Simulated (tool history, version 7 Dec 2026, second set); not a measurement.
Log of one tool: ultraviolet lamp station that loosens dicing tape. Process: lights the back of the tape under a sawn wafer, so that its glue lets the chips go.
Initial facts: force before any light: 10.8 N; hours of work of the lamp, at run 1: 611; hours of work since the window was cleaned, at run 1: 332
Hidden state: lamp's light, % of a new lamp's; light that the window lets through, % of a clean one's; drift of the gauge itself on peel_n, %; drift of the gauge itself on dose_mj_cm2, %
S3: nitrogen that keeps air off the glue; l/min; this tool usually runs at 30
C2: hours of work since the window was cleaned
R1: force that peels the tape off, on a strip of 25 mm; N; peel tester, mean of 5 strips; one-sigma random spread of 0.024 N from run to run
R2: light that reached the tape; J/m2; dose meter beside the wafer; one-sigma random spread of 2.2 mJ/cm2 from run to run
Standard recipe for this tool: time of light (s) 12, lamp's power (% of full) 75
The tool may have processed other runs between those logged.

run 1 hour=0.0 | time_of_light_(s)=12 lamp's_power_(%_of_full)=75 S3=30 | hours_of_work_of_the_lamp=611 C2=332 | R1=2.056 R2=1440
run 2 hour=17.6 | time_of_light_(s)=8 lamp's_power_(%_of_full)=75 S3=30 | hours_of_work_of_the_lamp=621 C2=342 | R1=3.556 R2=970
run 3 hour=37.5 | time_of_light_(s)=8 lamp's_power_(%_of_full)=82 S3=30 | hours_of_work_of_the_lamp=632 C2=354 | R1=3.214 R2=1030
run 4 hour=66.6 | time_of_light_(s)=12 lamp's_power_(%_of_full)=75 S3=30 | hours_of_work_of_the_lamp=649 C2=371 | R1=2.085 R2=1410
run 5 hour=84.3 | time_of_light_(s)=12 lamp's_power_(%_of_full)=91 S3=30 | hours_of_work_of_the_lamp=659 C2=381 | R1=1.508 R2=1690
run 6 hour=107.7 | time_of_light_(s)=12 lamp's_power_(%_of_full)=91 S3=30 | hours_of_work_of_the_lamp=672 C2=394 | R1=1.523 R2=1650
run 7 hour=126.3 | time_of_light_(s)=12 lamp's_power_(%_of_full)=75 S3=30 | hours_of_work_of_the_lamp=683 C2=405 | R1=2.148 R2=1370
run 8 hour=149.7 | time_of_light_(s)=12 lamp's_power_(%_of_full)=75 S3=30 | hours_of_work_of_the_lamp=697 C2=418 | R1=2.209 R2=1310
run 9 hour=177.3 | time_of_light_(s)=12 lamp's_power_(%_of_full)=75 S3=30 | hours_of_work_of_the_lamp=712 C2=434 | R1=2.162 R2=1320
run 10 hour=193.9 | time_of_light_(s)=12 lamp's_power_(%_of_full)=75 S3=15 | hours_of_work_of_the_lamp=722 C2=444 | R1=2.926 R2=1350
run 11 hour=213.3 | time_of_light_(s)=12 lamp's_power_(%_of_full)=92 S3=30 | hours_of_work_of_the_lamp=733 C2=455 | R1=1.617 R2=1590
run 12 hour=239.1 | time_of_light_(s)=12 lamp's_power_(%_of_full)=92 S3=30 | hours_of_work_of_the_lamp=748 C2=470 | R1=1.616 R2=1640
run 13 hour=256.9 | time_of_light_(s)=12 lamp's_power_(%_of_full)=85 S3=30 | hours_of_work_of_the_lamp=758 C2=480 | R1=1.842 R2=1470
run 14 hour=270.9 | time_of_light_(s)=12 lamp's_power_(%_of_full)=85 S3=30 | hours_of_work_of_the_lamp=766 C2=488 | R1=1.975 R2=1480
run 15 hour=288.2 | time_of_light_(s)=12 lamp's_power_(%_of_full)=75 S3=30 | hours_of_work_of_the_lamp=776 C2=498 | R1=2.364 R2=1290
run 16 hour=305.0 | time_of_light_(s)=12 lamp's_power_(%_of_full)=75 S3=30 | hours_of_work_of_the_lamp=786 C2=507 | R1=2.390 R2=1240
run 17 hour=327.5 | time_of_light_(s)=12 lamp's_power_(%_of_full)=75 S3=28 | hours_of_work_of_the_lamp=799 C2=520 | R1=2.481 R2=1270
-- hour=329.9 window cleaned of glue's vapour
run 18 hour=347.5 | time_of_light_(s)=12 lamp's_power_(%_of_full)=75 S3=28 | hours_of_work_of_the_lamp=810 C2=10 | R1=2.815 R2=1140
run 19 hour=376.4 | time_of_light_(s)=11 lamp's_power_(%_of_full)=75 S3=28 | hours_of_work_of_the_lamp=826 C2=27 | R1=3.202 R2=1050
run 20 hour=394.9 | time_of_light_(s)=11 lamp's_power_(%_of_full)=75 S3=28 | hours_of_work_of_the_lamp=837 C2=37 | R1=3.243 R2=1020
run 21 hour=414.6 | time_of_light_(s)=19 lamp's_power_(%_of_full)=78 S3=33 | hours_of_work_of_the_lamp=848 C2=49 | R1=1.208 R2=1820
-- hour=416.6 window cleaned of glue's vapour, once more
run 22 hour=433.2 | time_of_light_(s)=16 lamp's_power_(%_of_full)=99 S3=26 | hours_of_work_of_the_lamp=859 C2=10 | R1=0.677 R2=2510
run 23 hour=462.3 | time_of_light_(s)=16 lamp's_power_(%_of_full)=88 S3=26 | hours_of_work_of_the_lamp=875 C2=26 | R1=0.903 R2=2200
run 24 hour=489.0 | time_of_light_(s)=16 lamp's_power_(%_of_full)=88 S3=26 | hours_of_work_of_the_lamp=891 C2=42 | R1=0.975 R2=2150
run 25 hour=515.7 | time_of_light_(s)=21 lamp's_power_(%_of_full)=61 S3=30 | hours_of_work_of_the_lamp=906 C2=57 | R1=1.121 R2=1990
-- hour=518.6 lamp changed
run 26 hour=530.7 | time_of_light_(s)=6 lamp's_power_(%_of_full)=75 S3=10 | hours_of_work_of_the_lamp=7 C2=65 | R1=4.734 R2=910
run 27 hour=551.5 | time_of_light_(s)=12 lamp's_power_(%_of_full)=75 S3=11 | hours_of_work_of_the_lamp=19 C2=77 | R1=2.042 R2=1850
run 28 hour=576.4 | time_of_light_(s)=12 lamp's_power_(%_of_full)=75 S3=11 | hours_of_work_of_the_lamp=33 C2=91 | R1=2.072 R2=1790
run 29 hour=595.4 | time_of_light_(s)=12 lamp's_power_(%_of_full)=75 S3=11 | hours_of_work_of_the_lamp=44 C2=102 | R1=2.103 R2=1830
run 30 hour=620.0 | time_of_light_(s)=12 lamp's_power_(%_of_full)=75 S3=11 | hours_of_work_of_the_lamp=58 C2=116 | R1=2.131 R2=1810
run 31 hour=648.0 | time_of_light_(s)=13 lamp's_power_(%_of_full)=75 S3=25 | hours_of_work_of_the_lamp=74 C2=132 | R1=1.237 R2=1910
run 32 hour=676.5 | time_of_light_(s)=18 lamp's_power_(%_of_full)=83 S3=22 | hours_of_work_of_the_lamp=91 C2=149 | R1=0.520 R2=2910
run 33 hour=689.3 | time_of_light_(s)=7 lamp's_power_(%_of_full)=100 S3=10 | hours_of_work_of_the_lamp=98 C2=156 | R1=3.306 R2=1350
run 34 hour=701.3 | time_of_light_(s)=7 lamp's_power_(%_of_full)=66 S3=11 | hours_of_work_of_the_lamp=105 C2=163 | R1=4.512 R2=880
run 35 hour=723.5 | time_of_light_(s)=12 lamp's_power_(%_of_full)=61 S3=30 | hours_of_work_of_the_lamp=118 C2=176 | R1=2.041 R2=1410
run 36 hour=741.3 | time_of_light_(s)=6 lamp's_power_(%_of_full)=69 S3=20 | hours_of_work_of_the_lamp=128 C2=186 | R1=4.561 R2=760
run 37 hour=764.0 | time_of_light_(s)=6 lamp's_power_(%_of_full)=69 S3=20 | hours_of_work_of_the_lamp=141 C2=199 | R1=4.661 R2=750
run 38 hour=779.6 | time_of_light_(s)=6 lamp's_power_(%_of_full)=69 S3=20 | hours_of_work_of_the_lamp=150 C2=208 | R1=4.674 R2=760

Hidden state at the last listed run before each entry between runs and at the first one after, where it differs:
Runs 17 to 18: window cleaned of glue's vapour (hour 329.9)
  lamp's light, % of a new lamp's: 77.1 -> 76.8; light that the window lets through, % of a clean one's: 87.4 -> 78.9
  the result without the hidden state subtracted from the measured one, R1: +1.235 -> +1.590 N; R2: -610 -> -740 J/m2
Runs 21 to 22: window cleaned of glue's vapour, once more (hour 416.6)
  lamp's light, % of a new lamp's: 75.7 -> 75.4; light that the window lets through, % of a clean one's: 78 -> 99.6
  the result without the hidden state subtracted from the measured one, R1: +0.883 -> +0.358 N; R2: -1270 -> -820 J/m2
Runs 25 to 26: lamp changed (hour 518.6)
  lamp's light, % of a new lamp's: 74.1 -> 99.1; light that the window lets through, % of a clean one's: 98.4 -> 98.2
  the result without the hidden state subtracted from the measured one, R1: +0.599 -> +0.103 N; R2: -720 -> -20 J/m2
